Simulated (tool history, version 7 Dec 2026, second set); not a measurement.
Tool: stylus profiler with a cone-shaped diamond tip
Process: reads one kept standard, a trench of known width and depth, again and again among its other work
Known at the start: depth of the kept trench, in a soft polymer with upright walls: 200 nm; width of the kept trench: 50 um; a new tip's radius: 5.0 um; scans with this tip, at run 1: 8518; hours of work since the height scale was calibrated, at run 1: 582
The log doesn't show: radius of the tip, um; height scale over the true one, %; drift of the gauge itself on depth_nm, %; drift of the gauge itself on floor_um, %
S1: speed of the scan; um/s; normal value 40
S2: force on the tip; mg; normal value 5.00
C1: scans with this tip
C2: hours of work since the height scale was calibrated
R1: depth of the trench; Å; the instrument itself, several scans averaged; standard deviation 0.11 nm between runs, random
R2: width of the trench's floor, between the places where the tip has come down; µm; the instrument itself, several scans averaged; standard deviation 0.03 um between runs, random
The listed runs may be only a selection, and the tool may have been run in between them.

run	day	S1	S2	C1	C2	R1	R2
1	0.000	40	5.00	8518	582	2032.6	46.66
2	2.138	40	5.00	9103	622	2031.2	46.67
3	3.246	40	14.14	9406	643	2062.3	46.72
4	4.971	40	14.14	9878	675	2061.4	46.64
5	7.033	40	14.14	10443	713	2063.4	46.60
6	8.983	100	14.14	10976	750	2062.8	46.58
7	10.396	40	5.00	11362	776	2033.4	46.50
8	12.121	40	5.00	11835	809	2033.8	46.52
9	14.096	40	5.00	12375	845	2034.9	46.50
10	15.388	40	5.00	12729	870	2035.2	46.50
11	16.796	40	9.71	13115	896	2049.2	46.52
12	17.812	40	9.71	13392	915	2051.5	46.45
13	19.050	136	9.71	13731	938	2051.0	46.35
14	20.838	33	12.47	14220	971	2059.2	46.43
15	22.817	49	4.17	14762	1008	2032.2	46.40
16	24.350	49	4.17	15181	1037	2035.0	46.38
17	25.375	36	1.75	15462	1056	2019.8	46.38
18	27.758	74	2.76	16114	1101	2025.6	46.29
19	30.004	119	14.46	16728	1143	2065.3	46.25
20	31.904	14	5.92	17249	1178	2039.8	46.39
21	33.867	18	2.38	17786	1215	2024.1	46.37
22	35.688	17	14.10	18285	1249	2065.1	46.30
23	37.138	17	14.10	18681	1276	2065.7	46.28

3 ways to go on from here, each from the tool as it stands after run 23. What would each give?
A	38.433	135	10.83	19036	1300	?	?
B	38.433	105	14.81	19036	1300	?	?
C	38.433	11	9.62	19036	1300	?	?

run	R1	R2
A	2056.6	46.17
B	2065.5	46.24
C	2054.4	46.27
With no hidden state in the tool, these same runs would have given:
run	R1	R2
A	2048.9	47.08
B	2057.8	47.15
C	2046.8	47.17
